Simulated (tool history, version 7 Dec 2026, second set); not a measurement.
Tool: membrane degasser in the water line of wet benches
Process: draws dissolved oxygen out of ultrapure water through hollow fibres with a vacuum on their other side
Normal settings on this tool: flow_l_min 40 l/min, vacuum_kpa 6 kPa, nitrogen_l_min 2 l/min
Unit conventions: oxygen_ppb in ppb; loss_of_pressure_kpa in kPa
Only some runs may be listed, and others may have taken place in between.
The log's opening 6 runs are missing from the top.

| run | hour | flow_l_min | vacuum_kpa | nitrogen_l_min | oxygen_ppb | loss_of_pressure_kpa |
|---|---|---|---|---|---|---|
| 7 | 282 | 55 | 6 | 2 | 207.5 | 85.71 |
| 8 | 323.5 | 45 | 6 | 2 | 156.7 | 70.28 |
| 9 | 364.7 | 45 | 6 | 2 | 160.6 | 70.1 |
| 10 | 407.3 | 40 | 8.59 | 2 | 250.6 | 62.82 |
| 11 | 433.5 | 40 | 8.59 | 2 | 245 | 62.65 |
| 12 | 467.5 | 40 | 8.59 | 2 | 249 | 62.4 |
| 13 | 527.7 | 40 | 8.59 | 0.82 | 502.3 | 62.9 |
| 14 | 583.5 | 40 | 6 | 2.08 | 134.3 | 62.81 |
| 15 | 643.7 | 40 | 6 | 2 | 140.2 | 63.1 |
| 16 | 684.7 | 40 | 6 | 2 | 139 | 63.13 |
| 17 | 718.5 | 40 | 6 | 2 | 138.9 | 63.02 |
| 18 | 743.6 | 40 | 5.51 | 4.13 | 68.7 | 63.33 |
| 19 | 782.7 | 39 | 8.13 | 5.13 | 100.8 | 61.53 |
| 20 | 822.2 | 39 | 8.13 | 5.13 | 102.1 | 61.2 |
| 21 | 874.4 | 32 | 9.46 | 0.93 | 433.3 | 50.91 |
| 22 | 898.8 | 31 | 6.06 | 2.26 | 97 | 49.2 |
| 23 | 942.9 | 56 | 4.26 | 2 | 110 | 87.74 |
| 24 | 986.2 | 34 | 4.26 | 0.93 | 86.2 | 53.69 |
| 25 | 1032.4 | 38 | 7.51 | 1 | 335.5 | 59.78 |
| 26 | 1067.2 | 38 | 7.51 | 1 | 329 | 60.41 |
| 27 | 1110.7 | 43 | 4.09 | 1 | 95.8 | 68.03 |
| 28 | 1142.1 | 49 | 9.55 | 1.18 | 530.2 | 77.89 |

For run 29, what comes out?
| 29 | 1174 | 49 | 9.55 | 1.18 | ? | ? |

{"run 29": {"oxygen_ppb": 532.7, "loss_of_pressure_kpa": 77.55}}
Had the tool carried no hidden state, the very same run would have given oxygen_ppb 532.5 ppb, loss_of_pressure_kpa 75.92 kPa.
